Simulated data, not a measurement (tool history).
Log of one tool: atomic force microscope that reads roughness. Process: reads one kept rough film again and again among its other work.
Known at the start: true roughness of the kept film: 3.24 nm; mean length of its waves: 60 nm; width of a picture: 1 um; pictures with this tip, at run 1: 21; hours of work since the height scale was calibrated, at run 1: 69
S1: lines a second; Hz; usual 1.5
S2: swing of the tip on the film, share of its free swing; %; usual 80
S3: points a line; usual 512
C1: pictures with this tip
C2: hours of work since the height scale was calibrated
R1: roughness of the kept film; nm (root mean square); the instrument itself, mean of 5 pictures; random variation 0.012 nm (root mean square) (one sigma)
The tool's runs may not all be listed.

{"run": 1, "day": 0.0, "S1": 1.5, "S2": 80, "S3": 512, "C1": 21, "C2": 69, "R1": 2.806}
{"run": 2, "day": 0.825, "S1": 1.5, "S2": 80, "S3": 512, "C1": 64, "C2": 82, "R1": 2.642}
{"day": 0.938, "done": "new tip fitted"}
{"run": 3, "day": 1.712, "S1": 1.5, "S2": 80, "S3": 512, "C1": 41, "C2": 96, "R1": 2.741}
{"day": 2.221, "done": "new tip fitted"}
{"run": 4, "day": 2.512, "S1": 1.5, "S2": 80, "S3": 512, "C1": 15, "C2": 109, "R1": 2.809}
{"day": 3.533, "done": "new tip fitted"}
{"run": 5, "day": 3.533, "S1": 1.5, "S2": 62, "S3": 512, "C1": 0, "C2": 125, "R1": 3.036}
{"run": 6, "day": 4.608, "S1": 1.5, "S2": 82, "S3": 512, "C1": 56, "C2": 142, "R1": 2.662}
{"day": 4.833, "done": "new tip fitted"}
{"run": 7, "day": 5.283, "S1": 1.5, "S2": 80, "S3": 512, "C1": 23, "C2": 153, "R1": 2.786}
{"day": 6.112, "done": "new tip fitted"}
{"run": 8, "day": 6.375, "S1": 1.5, "S2": 80, "S3": 512, "C1": 14, "C2": 170, "R1": 2.838}
{"day": 7.412, "done": "new tip fitted"}
{"run": 9, "day": 7.533, "S1": 0.62, "S2": 80, "S3": 512, "C1": 6, "C2": 188, "R1": 3.013}
{"run": 10, "day": 8.225, "S1": 0.62, "S2": 80, "S3": 512, "C1": 43, "C2": 199, "R1": 2.877}
{"day": 8.779, "done": "new tip fitted"}
{"run": 11, "day": 8.942, "S1": 1.5, "S2": 73, "S3": 512, "C1": 8, "C2": 211, "R1": 2.923}
{"run": 12, "day": 9.558, "S1": 1.5, "S2": 80, "S3": 683, "C1": 41, "C2": 221, "R1": 2.753}
{"day": 10.083, "done": "new tip fitted"}
{"run": 13, "day": 10.258, "S1": 1.5, "S2": 62, "S3": 683, "C1": 9, "C2": 232, "R1": 3.016}
{"day": 11.388, "done": "new tip fitted"}
{"run": 14, "day": 11.388, "S1": 1.5, "S2": 62, "S3": 683, "C1": 0, "C2": 250, "R1": 3.05}
{"run": 15, "day": 12.6, "S1": 1.5, "S2": 62, "S3": 683, "C1": 64, "C2": 269, "R1": 2.818}
{"day": 12.683, "done": "new tip fitted"}
{"run": 16, "day": 13.671, "S1": 3.85, "S2": 80, "S3": 512, "C1": 52, "C2": 286, "R1": 2.353}
{"day": 13.962, "done": "new tip fitted"}
{"run": 17, "day": 14.958, "S1": 3.85, "S2": 80, "S3": 512, "C1": 52, "C2": 306, "R1": 2.348}
{"day": 15.254, "done": "new tip fitted"}
{"run": 18, "day": 15.646, "S1": 3.85, "S2": 80, "S3": 512, "C1": 20, "C2": 317, "R1": 2.433}
{"day": 16.521, "done": "new tip fitted"}
{"run": 19, "day": 16.8, "S1": 3.85, "S2": 80, "S3": 512, "C1": 15, "C2": 335, "R1": 2.455}
{"day": 17.779, "done": "new tip fitted"}
{"run": 20, "day": 18.062, "S1": 3.85, "S2": 80, "S3": 512, "C1": 15, "C2": 355, "R1": 2.448}
{"day": 19.029, "done": "new tip fitted"}
{"run": 21, "day": 19.15, "S1": 1.5, "S2": 80, "S3": 512, "C1": 6, "C2": 373, "R1": 2.842}
{"run": 22, "day": 19.804, "S1": 1.5, "S2": 80, "S3": 512, "C1": 40, "C2": 383, "R1": 2.732}
{"day": 20.308, "done": "new tip fitted"}
{"run": 23, "day": 20.612, "S1": 1.5, "S2": 80, "S3": 512, "C1": 16, "C2": 396, "R1": 2.81}
{"day": 21.596, "done": "new tip fitted"}
{"run": 24, "day": 21.746, "S1": 1.5, "S2": 80, "S3": 512, "C1": 8, "C2": 414, "R1": 2.85}
{"day": 22.9, "done": "new tip fitted"}
{"run": 25, "day": 22.967, "S1": 1.5, "S2": 80, "S3": 512, "C1": 4, "C2": 433, "R1": 2.856}
{"run": 26, "day": 23.642, "S1": 1.78, "S2": 87, "S3": 512, "C1": 39, "C2": 444, "R1": 2.572}
{"day": 24.179, "done": "new tip fitted"}
{"run": 27, "day": 24.371, "S1": 1.5, "S2": 71, "S3": 461, "C1": 11, "C2": 456, "R1": 2.938}
{"run": 28, "day": 24.933, "S1": 1.45, "S2": 57, "S3": 570, "C1": 40, "C2": 465, "R1": 2.953}
{"day": 25.425, "done": "new tip fitted"}
{"run": 29, "day": 26.183, "S1": 1.45, "S2": 57, "S3": 570, "C1": 40, "C2": 485, "R1": 2.949}
{"day": 26.717, "done": "new tip fitted"}
{"run": 30, "day": 27.454, "S1": 0.85, "S2": 62, "S3": 594, "C1": 39, "C2": 505, "R1": 2.974}
{"day": 28.021, "done": "new tip fitted"}
{"run": 31, "day": 28.233, "S1": 0.7, "S2": 75, "S3": 512, "C1": 11, "C2": 517, "R1": 3.016}
{"day": 29.296, "done": "new tip fitted"}
{"run": 32, "day": 29.438, "S1": 0.7, "S2": 75, "S3": 512, "C1": 7, "C2": 536, "R1": 3.026}
{"run": 33, "day": 30.096, "S1": 1.67, "S2": 80, "S3": 512, "C1": 41, "C2": 547, "R1": 2.727}
{"day": 30.621, "done": "new tip fitted"}
{"run": 34, "day": 30.721, "S1": 1.67, "S2": 80, "S3": 512, "C1": 5, "C2": 556, "R1": 2.836}
{"day": 31.883, "done": "new tip fitted"}
{"run": 35, "day": 31.929, "S1": 1.5, "S2": 89, "S3": 634, "C1": 2, "C2": 576, "R1": 2.729}
{"day": 33.133, "done": "new tip fitted"}
{"run": 36, "day": 33.133, "S1": 1.5, "S2": 83, "S3": 428, "C1": 0, "C2": 595, "R1": 2.804}
{"day": 34.4, "done": "new tip fitted"}
{"run": 37, "day": 34.4, "S1": 1.5, "S2": 75, "S3": 473, "C1": 0, "C2": 615, "R1": 2.938}
{"run": 38, "day": 35.375, "S1": 1.01, "S2": 78, "S3": 450, "C1": 51, "C2": 630, "R1": 2.815}
{"day": 35.746, "done": "new tip fitted"}
{"run": 39, "day": 36.15, "S1": 1.01, "S2": 78, "S3": 450, "C1": 22, "C2": 643, "R1": 2.913}
{"day": 37.029, "done": "new tip fitted"}
{"run": 40, "day": 37.2, "S1": 0.89, "S2": 74, "S3": 961, "C1": 9, "C2": 659, "R1": 3.016}
{"run": 41, "day": 37.846, "S1": 0.89, "S2": 74, "S3": 961, "C1": 42, "C2": 670, "R1": 2.893}
{"day": 38.296, "done": "new tip fitted"}
{"run": 42, "day": 38.658, "S1": 4, "S2": 85, "S3": 736, "C1": 19, "C2": 682, "R1": 2.317}
{"run": 43, "day": 39.212, "S1": 2.96, "S2": 62, "S3": 340, "C1": 48, "C2": 691, "R1": 2.792}
{"day": 39.592, "done": "new tip fitted"}
{"run": 44, "day": 40.383, "S1": 3.02, "S2": 72, "S3": 344, "C1": 42, "C2": 710, "R1": 2.681}
{"day": 40.921, "done": "new tip fitted"}
{"run": 45, "day": 41.446, "S1": 3.48, "S2": 80, "S3": 433, "C1": 27, "C2": 727, "R1": 2.517}
{"day": 42.192, "done": "new tip fitted"}
{"run": 46, "day": 42.483, "S1": 3.48, "S2": 80, "S3": 433, "C1": 15, "C2": 743, "R1": 2.525}
{"run": 47, "day": 43.233, "S1": 0.62, "S2": 64, "S3": 411, "C1": 55, "C2": 755, "R1": 2.899}
{"day": 43.542, "done": "new tip fitted"}
{"run": 48, "day": 44.346, "S1": 0.75, "S2": 62, "S3": 411, "C1": 42, "C2": 773, "R1": 2.946}

4 ways to go on from here, each from the tool as it stands after run 48. What would each give?
{"day": 44.804, "done": "new tip fitted"}
{"run": "A", "day": 45.5, "S1": 0.74, "S2": 89, "S3": 340, "C1": 37, "C2": 791, "R1": "?"}
{"day": 44.804, "done": "new tip fitted"}
{"run": "B", "day": 45.5, "S1": 1.5, "S2": 83, "S3": 512, "C1": 37, "C2": 791, "R1": "?"}
{"day": 44.804, "done": "new tip fitted"}
{"run": "C", "day": 45.5, "S1": 0.75, "S2": 76, "S3": 363, "C1": 37, "C2": 791, "R1": "?"}
{"day": 44.804, "done": "new tip fitted"}
{"run": "D", "day": 45.5, "S1": 0.95, "S2": 64, "S3": 310, "C1": 37, "C2": 791, "R1": "?"}

run=A R1=2.807
run=B R1=2.708
run=C R1=2.908
run=D R1=2.937
Without the tool's hidden state the same runs would have given:
run=A R1=2.928
run=B R1=2.825
run=C R1=3.033
run=D R1=3.065
